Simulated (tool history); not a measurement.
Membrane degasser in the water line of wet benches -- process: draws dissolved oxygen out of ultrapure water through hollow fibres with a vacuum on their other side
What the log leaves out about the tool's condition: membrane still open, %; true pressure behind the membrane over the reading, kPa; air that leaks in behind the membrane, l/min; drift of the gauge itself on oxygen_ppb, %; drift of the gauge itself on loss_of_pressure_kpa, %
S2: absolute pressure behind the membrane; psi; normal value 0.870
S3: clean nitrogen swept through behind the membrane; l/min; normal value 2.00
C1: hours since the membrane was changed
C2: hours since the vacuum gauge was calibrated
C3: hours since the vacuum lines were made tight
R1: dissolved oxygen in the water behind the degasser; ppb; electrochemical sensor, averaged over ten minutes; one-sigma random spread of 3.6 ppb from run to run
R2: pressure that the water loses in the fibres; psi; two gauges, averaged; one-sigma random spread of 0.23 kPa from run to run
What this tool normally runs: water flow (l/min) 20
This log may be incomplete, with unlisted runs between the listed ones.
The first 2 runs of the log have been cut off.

Run 3, day 4.662: usual settings; C1 1751; C2 3476; C3 2970. Result: R1 366.8 ppb, R2 8.464 psi.
Run 4, day 7.583: usual settings; C1 1821; C2 3547; C3 3040. Result: R1 377.5 ppb, R2 8.435 psi.
Run 5, day 9.204: usual settings but S2 1.690 psi; C1 1860; C2 3585; C3 3078. Result: R1 488.8 ppb, R2 8.434 psi.
Run 6, day 10.879: usual settings but S2 1.244 psi; C1 1900; C2 3626; C3 3119. Result: R1 430.3 ppb, R2 8.464 psi.
Run 7, day 13.292: usual settings but S2 1.244 psi; C1 1958; C2 3684; C3 3177. Result: R1 435.3 ppb, R2 8.461 psi.
Run 8, day 14.988: usual settings but water flow (l/min) 32; C1 1998; C2 3724; C3 3217. Result: R1 797.7 ppb, R2 13.574 psi.
Run 9, day 18.088: usual settings but water flow (l/min) 13; C1 2073; C2 3799; C3 3292. Result: R1 158.4 ppb, R2 5.494 psi.
Run 10, day 19.746: usual settings but water flow (l/min) 13; C1 2113; C2 3838; C3 3332. Result: R1 158.6 ppb, R2 5.517 psi.
At day 19.929: vacuum gauge calibrated.
Run 11, day 22.579: usual settings but water flow (l/min) 13; C1 2180; C2 64; C3 3399. Result: R1 159.2 ppb, R2 5.533 psi.
Run 12, day 24.500: usual settings but water flow (l/min) 13; C1 2226; C2 110; C3 3445. Result: R1 161.3 ppb, R2 5.538 psi.
Run 13, day 27.600: usual settings but water flow (l/min) 13; C1 2301; C2 184; C3 3520. Result: R1 158.8 ppb, R2 5.498 psi.
Run 14, day 29.329: usual settings but water flow (l/min) 13; C1 2342; C2 226; C3 3561. Result: R1 163.0 ppb, R2 5.500 psi.
At day 31.021: vacuum gauge calibrated, once more.
Run 15, day 31.433: usual settings but water flow (l/min) 13, S3 4.73 l/min; C1 2392; C2 10; C3 3611. Result: R1 132.5 ppb, R2 5.507 psi.
Run 16, day 33.029: usual settings but water flow (l/min) 13, S3 4.73 l/min; C1 2430; C2 48; C3 3649. Result: R1 132.5 ppb, R2 5.477 psi.
Run 17, day 35.729: usual settings but water flow (l/min) 14, S2 1.056 psi, S3 0.83 l/min; C1 2495; C2 113; C3 3714. Result: R1 292.3 ppb, R2 5.938 psi.
Run 18, day 37.204: usual settings but water flow (l/min) 25, S2 1.120 psi, S3 2.15 l/min; C1 2531; C2 148; C3 3750. Result: R1 592.0 ppb, R2 10.536 psi.
Run 19, day 39.842: usual settings but water flow (l/min) 12, S2 1.635 psi, S3 1.57 l/min; C1 2594; C2 212; C3 3813. Result: R1 237.9 ppb, R2 5.115 psi.
Run 20, day 42.604: usual settings but water flow (l/min) 13, S2 0.537 psi, S3 4.52 l/min; C1 2660; C2 278; C3 3879. Result: R1 116.8 ppb, R2 5.510 psi.
Run 21, day 45.158: usual settings but water flow (l/min) 16, S2 0.806 psi, S3 2.25 l/min; C1 2722; C2 339; C3 3940. Result: R1 231.3 ppb, R2 6.730 psi.
Run 22, day 47.617: usual settings but S2 1.619 psi, S3 1.12 l/min; C1 2781; C2 398; C3 3999. Result: R1 591.0 ppb, R2 8.480 psi.
Run 23, day 48.892: usual settings but S2 1.619 psi, S3 1.12 l/min; C1 2811; C2 429; C3 4030. Result: R1 602.8 ppb, R2 8.506 psi.
Run 24, day 51.792: usual settings but water flow (l/min) 18, S2 0.528 psi, S3 4.81 l/min; C1 2881; C2 499; C3 4100. Result: R1 257.2 ppb, R2 7.591 psi.
Run 25, day 54.042: usual settings but water flow (l/min) 19; C1 2935; C2 552; C3 4154. Result: R1 336.5 ppb, R2 8.021 psi.

What will run 26 give?
Run 26, day 56.946: usual settings but water flow (l/min) 16; C1 3004; C2 622; C3 4223. Result: R1 ?, R2 ?.

{"run 26": {"R1": 247.7, "R2": 6.781}}
On a tool with no hidden condition, and with the same random variation, this run would have come out at R1 234.7 ppb, R2 6.660 psi.
